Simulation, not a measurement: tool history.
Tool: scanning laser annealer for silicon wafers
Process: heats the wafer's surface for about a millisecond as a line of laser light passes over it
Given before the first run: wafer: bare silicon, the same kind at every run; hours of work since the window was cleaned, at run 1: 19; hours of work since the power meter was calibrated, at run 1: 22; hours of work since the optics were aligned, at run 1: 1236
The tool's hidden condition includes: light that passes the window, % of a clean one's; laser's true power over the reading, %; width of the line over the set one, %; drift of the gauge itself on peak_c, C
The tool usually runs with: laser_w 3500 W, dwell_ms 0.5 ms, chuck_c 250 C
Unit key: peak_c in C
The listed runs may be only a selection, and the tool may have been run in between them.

run	hour	laser_w	dwell_ms	chuck_c	hours of work since the window was cleaned	hours of work since the power meter was calibrated	hours of work since the optics were aligned	peak_c
1	0	3500	0.5	250	19	22	1236	1030
2	8.4	3500	0.5	250	25	28	1242	1027
3	15.5	3500	0.5	250	30	33	1247	1031
4	25.7	3500	0.415	250	38	41	1255	961
5	34	3500	0.5	250	44	47	1261	1023
6	46.2	3035	0.5	250	53	56	1270	931
7	51.3	3500	0.396	250	57	60	1274	946
8	63.5	3500	0.5	273	66	69	1283	1051
9	73	3500	0.5	273	73	76	1290	1049
10	81.6	3500	0.5	273	80	82	1296	1050
11	88.1	3500	0.5	250	85	87	1301	1024
12	97.8	3500	0.5	250	92	94	1309	1024
13	110	3500	0.5	265	101	104	1318	1039
14	118.8	3500	0.5	250	108	110	1324	1023
15	127.2	3157	0.5	250	114	116	1330	952
16	135.6	3157	0.5	250	120	123	1337	949
17	140.9	3500	0.548	250	124	127	1341	1054
18	150.4	3500	0.548	252	131	134	1348	1057
19	161.5	3500	0.578	250	139	142	1356	1074
20	173.5	3500	0.578	250	148	151	1365	1071
# hour 182.9: optics aligned, line set to its width
21	191.3	3468	0.578	250	158	160	6	1073
22	199.4	3479	0.5	251	164	167	12	1023
23	210.1	3131	0.507	223	172	175	20	930
24	222.8	3131	0.507	223	181	184	30	929
25	234.8	2999	0.5	250	190	193	39	922
26	240.3	3579	0.393	258	194	197	43	967
27	249.7	3505	0.607	266	201	204	50	1113

Run 28 is up next; what results do you expect?
28	259.9	3500	0.496	225	209	212	57	?

{"run 28": {"peak_c": 997}}
Without the tool's hidden state the same run would have given peak_c 1013 C.
